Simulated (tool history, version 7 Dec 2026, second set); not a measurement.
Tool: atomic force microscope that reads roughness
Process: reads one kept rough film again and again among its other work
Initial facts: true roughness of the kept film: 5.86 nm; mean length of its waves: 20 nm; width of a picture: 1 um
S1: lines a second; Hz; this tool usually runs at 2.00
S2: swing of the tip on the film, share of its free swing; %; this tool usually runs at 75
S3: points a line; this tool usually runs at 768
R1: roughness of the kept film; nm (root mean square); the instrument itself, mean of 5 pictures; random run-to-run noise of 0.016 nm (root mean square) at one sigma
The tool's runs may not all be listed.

run	day	S1	S2	S3	R1
1	0.000	2.00	75	768	4.004
2	0.417	2.00	75	768	3.927
3	0.983	2.00	75	768	3.954
4	1.662	2.00	75	768	3.944
5	2.162	2.00	75	768	3.963
6	2.892	2.00	75	768	3.954
# day 2.954: new tip fitted
7	3.350	2.00	75	768	3.978
8	3.679	2.00	75	768	3.998
9	4.046	2.00	75	768	3.972
10	4.562	2.00	75	768	3.964
11	5.221	2.00	75	768	3.949
12	5.879	2.00	75	768	3.942
# day 6.342: new tip fitted
13	6.496	2.00	85	768	3.839
14	7.142	2.00	85	768	3.863
15	7.762	0.51	85	768	4.076
16	8.096	0.51	85	768	4.038
17	8.517	0.51	85	758	4.036
18	8.892	0.51	85	758	4.055
19	9.262	0.51	85	758	4.035
# day 9.717: new tip fitted
20	9.742	0.51	85	758	4.063
21	10.433	2.00	75	768	3.974
22	11.046	2.00	75	768	3.978
23	11.562	2.00	75	768	3.962
24	12.183	2.00	75	768	3.968
25	12.758	2.00	75	768	3.946
# day 13.079: new tip fitted
26	13.454	2.00	75	768	3.948
27	13.946	2.00	75	768	3.982
28	14.350	2.11	73	768	3.976
29	15.054	2.00	81	618	3.906
30	15.367	2.00	75	307	3.879
31	15.967	0.78	69	589	4.024
32	16.329	1.19	75	1014	4.030
# day 16.508: new tip fitted
33	16.888	1.19	75	1014	4.043
34	17.542	1.19	75	1014	4.017
35	18.025	0.57	74	339	4.030
36	18.492	0.57	74	339	4.006
37	18.983	2.06	68	614	4.002
38	19.375	2.00	78	423	3.910
39	19.804	1.34	78	786	3.986
# day 19.929: new tip fitted
40	20.225	1.84	86	918	3.863
41	20.712	0.51	90	918	4.052
42	21.083	0.51	90	918	4.053
43	21.708	2.00	72	416	3.944
44	22.154	0.59	75	276	3.974
45	22.846	0.59	56	379	4.040
# day 23.329: new tip fitted
46	23.571	3.94	82	379	3.638
47	23.958	0.70	57	929	4.115
48	24.475	0.70	78	1004	4.068
49	24.954	1.06	73	1004	4.069
50	25.488	2.00	75	442	3.929
51	25.983	2.00	61	768	4.069
52	26.417	2.00	61	768	4.061
# day 26.721: new tip fitted
53	27.100	2.00	58	608	4.058

Alternative continuations, all from the tool just after run 53; predict every row:
A	27.612	2.00	75	470	?
B	27.612	2.00	58	353	?
C	27.612	3.51	78	692	?

run	R1
A	3.949
B	4.020
C	3.798
With no hidden state in the tool, these same runs would have given:
run	R1
A	3.957
B	4.028
C	3.806
